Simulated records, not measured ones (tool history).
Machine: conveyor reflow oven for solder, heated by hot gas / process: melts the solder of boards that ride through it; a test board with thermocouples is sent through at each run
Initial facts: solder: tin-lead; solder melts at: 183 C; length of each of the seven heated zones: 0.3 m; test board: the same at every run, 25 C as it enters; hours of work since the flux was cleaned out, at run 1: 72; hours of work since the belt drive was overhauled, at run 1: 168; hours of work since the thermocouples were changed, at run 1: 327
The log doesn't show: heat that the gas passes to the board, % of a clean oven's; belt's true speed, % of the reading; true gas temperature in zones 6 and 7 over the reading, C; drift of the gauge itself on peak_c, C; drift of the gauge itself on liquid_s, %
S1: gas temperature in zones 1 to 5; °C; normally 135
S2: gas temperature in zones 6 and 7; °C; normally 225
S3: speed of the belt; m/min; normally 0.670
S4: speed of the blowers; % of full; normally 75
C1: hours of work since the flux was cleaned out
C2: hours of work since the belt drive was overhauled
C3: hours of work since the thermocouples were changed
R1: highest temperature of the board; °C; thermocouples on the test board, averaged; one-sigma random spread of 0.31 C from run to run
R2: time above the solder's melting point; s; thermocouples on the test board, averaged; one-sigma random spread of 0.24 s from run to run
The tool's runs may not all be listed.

| run | hour | S1 | S2 | S3 | S4 | C1 | C2 | C3 | R1 | R2 |
|---|---|---|---|---|---|---|---|---|---|---|
| 1 | 0.0 | 135 | 225 | 0.670 | 75 | 72 | 168 | 327 | 211.6 | 37.4 |
| 2 | 6.7 | 135 | 225 | 0.670 | 75 | 77 | 173 | 332 | 211.3 | 36.8 |
| 3 | 14.5 | 135 | 225 | 0.641 | 75 | 82 | 179 | 337 | 212.5 | 39.5 |
| 4 | 27.1 | 135 | 225 | 0.785 | 75 | 91 | 188 | 346 | 206.6 | 28.0 |
| 5 | 39.3 | 135 | 225 | 0.785 | 75 | 100 | 197 | 355 | 206.6 | 27.9 |
| 6 | 50.6 | 135 | 225 | 0.785 | 75 | 108 | 205 | 364 | 206.8 | 27.7 |
| 7 | 60.6 | 135 | 225 | 0.571 | 75 | 116 | 212 | 371 | 214.5 | 47.0 |
| 8 | 66.6 | 135 | 225 | 0.762 | 75 | 120 | 217 | 375 | 207.6 | 29.2 |
| 9 | 77.8 | 135 | 225 | 0.670 | 75 | 128 | 225 | 383 | 210.8 | 36.7 |
| 10 | 90.5 | 135 | 225 | 0.670 | 75 | 138 | 234 | 393 | 211.1 | 36.6 |
| 11 | 101.5 | 135 | 225 | 0.670 | 75 | 146 | 242 | 401 | 211.7 | 36.6 |
| 12 | 107.8 | 135 | 225 | 0.670 | 83 | 150 | 247 | 405 | 212.2 | 37.6 |
| 13 | 120.4 | 149 | 225 | 0.670 | 83 | 159 | 256 | 414 | 213.9 | 42.8 |
| 14 | 127.1 | 143 | 225 | 0.670 | 83 | 164 | 261 | 419 | 212.8 | 40.6 |
| 15 | 138.3 | 143 | 225 | 0.670 | 83 | 172 | 269 | 428 | 213.3 | 40.1 |
| 16 | 151.4 | 145 | 219 | 0.759 | 68 | 182 | 278 | 437 | 201.9 | 28.2 |
| 17 | 157.5 | 145 | 231 | 0.759 | 68 | 186 | 283 | 441 | 211.7 | 34.2 |
| 18 | 167.1 | 145 | 231 | 0.759 | 68 | 193 | 290 | 448 | 211.7 | 33.8 |
| 19 | 175.2 | 145 | 231 | 0.759 | 68 | 199 | 296 | 454 | 211.5 | 34.1 |
| 20 | 184.6 | 145 | 231 | 0.759 | 68 | 206 | 303 | 461 | 211.9 | 34.1 |
| 21 | 196.1 | 137 | 225 | 0.625 | 75 | 214 | 311 | 470 | 212.4 | 40.8 |
| 22 | 205.6 | 137 | 225 | 0.625 | 75 | 221 | 318 | 477 | 211.8 | 41.2 |
| 23 | 218.5 | 143 | 225 | 0.670 | 67 | 231 | 327 | 486 | 209.1 | 36.9 |
| 24 | 229.4 | 141 | 225 | 0.766 | 67 | 239 | 335 | 494 | 204.7 | 28.1 |
| 25 | 239.6 | 135 | 225 | 0.559 | 75 | 246 | 343 | 501 | 214.2 | 47.2 |
| 26 | 250.0 | 146 | 225 | 0.670 | 71 | 254 | 350 | 509 | 210.9 | 39.1 |
| 27 | 261.6 | 143 | 221 | 0.561 | 71 | 262 | 359 | 517 | 210.2 | 47.3 |
| 28 | 270.4 | 135 | 228 | 0.670 | 75 | 269 | 365 | 524 | 213.0 | 37.3 |
| 29 | 279.3 | 134 | 228 | 0.544 | 75 | 275 | 371 | 530 | 217.7 | 50.5 |
| 30 | 285.6 | 122 | 240 | 0.741 | 57 | 280 | 376 | 535 | 209.7 | 28.1 |

A few steps of R1 between consecutive runs. Split each: what settings, incoming material and random variation would produce without the hidden state, and what is left over for the hidden state, along with gauge scatter present in only one of the two compared results (measured, and without hidden state):
Run 7 -> 8: S3 0.571 -> 0.762. R1 -6.9 °C: hidden state -0.3, all else -6.6.
Run 15 -> 16: S1 143 -> 145, S2 225 -> 219, S3 0.670 -> 0.759, S4 83 -> 68. R1 -11.4 °C: hidden state +0.0, all else -11.4.
Run 16 -> 17: S2 219 -> 231. R1 +9.8 °C: hidden state -0.2, all else +10.0.
Run 24 -> 25: S1 141 -> 135, S3 0.766 -> 0.559, S4 67 -> 75. R1 +9.5 °C: hidden state +0.2, all else +9.3.
Run 27 -> 28: S1 143 -> 135, S2 221 -> 228, S3 0.561 -> 0.670, S4 71 -> 75. R1 +2.8 °C: hidden state -0.6, all else +3.4.
Run 29 -> 30: S1 134 -> 122, S2 228 -> 240, S3 0.544 -> 0.741, S4 75 -> 57. R1 -8.0 °C: hidden state -0.6, all else -7.4.

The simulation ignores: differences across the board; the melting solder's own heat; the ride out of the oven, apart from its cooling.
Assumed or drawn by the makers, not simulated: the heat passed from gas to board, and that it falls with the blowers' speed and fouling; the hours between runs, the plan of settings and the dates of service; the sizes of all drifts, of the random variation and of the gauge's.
